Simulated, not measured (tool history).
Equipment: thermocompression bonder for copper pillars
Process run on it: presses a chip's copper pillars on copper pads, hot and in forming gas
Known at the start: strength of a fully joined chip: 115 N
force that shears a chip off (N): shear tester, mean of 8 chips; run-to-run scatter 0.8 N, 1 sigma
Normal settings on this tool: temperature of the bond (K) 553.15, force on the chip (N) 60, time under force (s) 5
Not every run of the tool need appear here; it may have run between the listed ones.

| run | hour | temperature of the bond (K) | force on the chip (N) | time under force (s) | force that shears a chip off (N) |
|---|---|---|---|---|---|
| 1 | 0.0 | 553.15 | 60 | 5 | 63.3 |
| 2 | 70.3 | 553.15 | 60 | 5 | 64.0 |
| 3 | 103.6 | 553.15 | 60 | 9 | 75.9 |
| 4 | 160.2 | 553.15 | 60 | 9 | 74.6 |
| 5 | 227.5 | 553.15 | 60 | 9 | 74.0 |
| 6 | 288.1 | 535.15 | 60 | 5 | 53.5 |
| 7 | 350.9 | 535.15 | 60 | 5 | 53.3 |
| 8 | 425.7 | 566.15 | 60 | 5 | 67.3 |
| 9 | 469.6 | 566.15 | 60 | 5 | 66.5 |
| 10 | 509.0 | 566.15 | 60 | 5 | 66.0 |
|  | 538.4 | forming gas filter changed |
| 11 | 582.3 | 566.15 | 60 | 5 | 73.0 |
| 12 | 625.7 | 566.15 | 60 | 5 | 71.8 |
| 13 | 675.2 | 566.15 | 60 | 5 | 71.3 |
| 14 | 739.8 | 553.15 | 60 | 5 | 65.7 |
| 15 | 793.7 | 553.15 | 60 | 5 | 64.7 |
| 16 | 846.4 | 553.15 | 60 | 5 | 62.6 |
| 17 | 906.8 | 553.15 | 65 | 5 | 66.4 |
| 18 | 955.4 | 553.15 | 65 | 5 | 64.9 |
| 19 | 1014.6 | 535.15 | 60 | 5 | 54.1 |
| 20 | 1081.8 | 553.15 | 64 | 10 | 77.7 |
| 21 | 1133.9 | 553.15 | 60 | 7 | 70.8 |
|  | 1185.0 | forming gas filter changed |
| 22 | 1185.0 | 535.15 | 60 | 5 | 59.9 |
| 23 | 1255.7 | 535.15 | 60 | 5 | 57.4 |
| 24 | 1318.9 | 563.15 | 63 | 5 | 71.7 |
| 25 | 1369.9 | 553.15 | 41 | 7 | 62.1 |
|  | 1403.3 | heater calibrated with a thermocouple chip |
| 26 | 1429.8 | 563.15 | 60 | 5 | 66.0 |

Estimate the outcome of run 27 from the log above:
| 27 | 1466.6 | 556.15 | 76 | 15 | ? |

Run 27 gave force that shears a chip off (N) 89.9.
Were there no unlogged condition in the tool, this run, its random variation unchanged, would have produced force that shears a chip off (N) 93.9.
